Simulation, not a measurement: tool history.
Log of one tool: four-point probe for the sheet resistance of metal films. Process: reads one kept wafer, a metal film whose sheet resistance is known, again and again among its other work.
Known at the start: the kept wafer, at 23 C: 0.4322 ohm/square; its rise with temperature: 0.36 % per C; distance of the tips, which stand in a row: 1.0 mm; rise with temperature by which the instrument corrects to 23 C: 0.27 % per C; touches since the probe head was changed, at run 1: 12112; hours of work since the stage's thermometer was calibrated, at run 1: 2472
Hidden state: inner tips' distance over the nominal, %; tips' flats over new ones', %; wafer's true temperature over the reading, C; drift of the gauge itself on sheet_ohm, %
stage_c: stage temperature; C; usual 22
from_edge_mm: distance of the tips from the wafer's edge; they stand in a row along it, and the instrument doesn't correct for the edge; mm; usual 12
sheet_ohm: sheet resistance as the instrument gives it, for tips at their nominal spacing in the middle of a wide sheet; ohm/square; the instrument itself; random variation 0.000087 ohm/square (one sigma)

run    hour  stage_c  from_edge_mm  touches since the probe head was changed  hours of work since the stage's thermometer was calibrated  sheet_ohm
  1       0       22            12                                     12112                                                        2472   0.433486
  2    86.9       22            10                                     15046                                                        2522   0.434266
  3   184.6       29            12                                     18343                                                        2577    0.43628
  4   244.1       18            12                                     20349                                                        2611     0.4318
  5   295.3       18            12                                     22076                                                        2640   0.431863
  6   395.8       18            12                                     25469                                                        2697   0.431872
      425.2  -- stage's thermometer calibrated
  7     486       18            12                                     28495                                                          35   0.432069
  8   566.8       18            12                                     31221                                                          80   0.431918
  9   638.2       18            31                                     33630                                                         121   0.430405
 10   743.5       22            12                                     37183                                                         181   0.433226
 11   811.9       22             8                                     39491                                                         220   0.435392
 12   924.9       30             8                                     43304                                                         284   0.438626
 13  1001.8       22            25                                     45901                                                         328   0.432328
 14  1066.4       24            24                                     48080                                                         364   0.433165
 15  1152.7       31            12                                     50991                                                         413    0.43685
 16  1232.3       22            13                                     53676                                                         458   0.433193
 17  1298.1       24            12                                     55897                                                         496   0.434191
 18  1354.2       24            12                                     57790                                                         528   0.434241
 19  1427.9       22            63                                     60277                                                         570   0.432035
 20  1527.3       22            63                                     63632                                                         626   0.432007
 21  1579.4       22            63                                     65388                                                         656   0.431981
 22  1701.6       22            63                                     69512                                                         725   0.431972
 23  1785.5       22            63                                     72345                                                         773   0.431996
     1796.2  -- new probe head fitted
 24  1901.1       24            10                                      3540                                                         838   0.434975
 25  1996.7       22             6                                      6766                                                         892   0.438161
 26  2078.8       19             6                                      9536                                                         939   0.437107

Forecast each of these 3 alternatives for the next run:
  A  2170       21            23                                     12616                                                         991          ?
  B  2170       18            10                                     12616                                                         991          ?
  C  2170       28             8                                     12616                                                         991          ?

run  sheet_ohm
  A   0.431875
  B   0.432596
  C   0.437776
Without the tool's hidden state the same runs would have given:
run  sheet_ohm
  A   0.431819
  B    0.43254
  C    0.43772
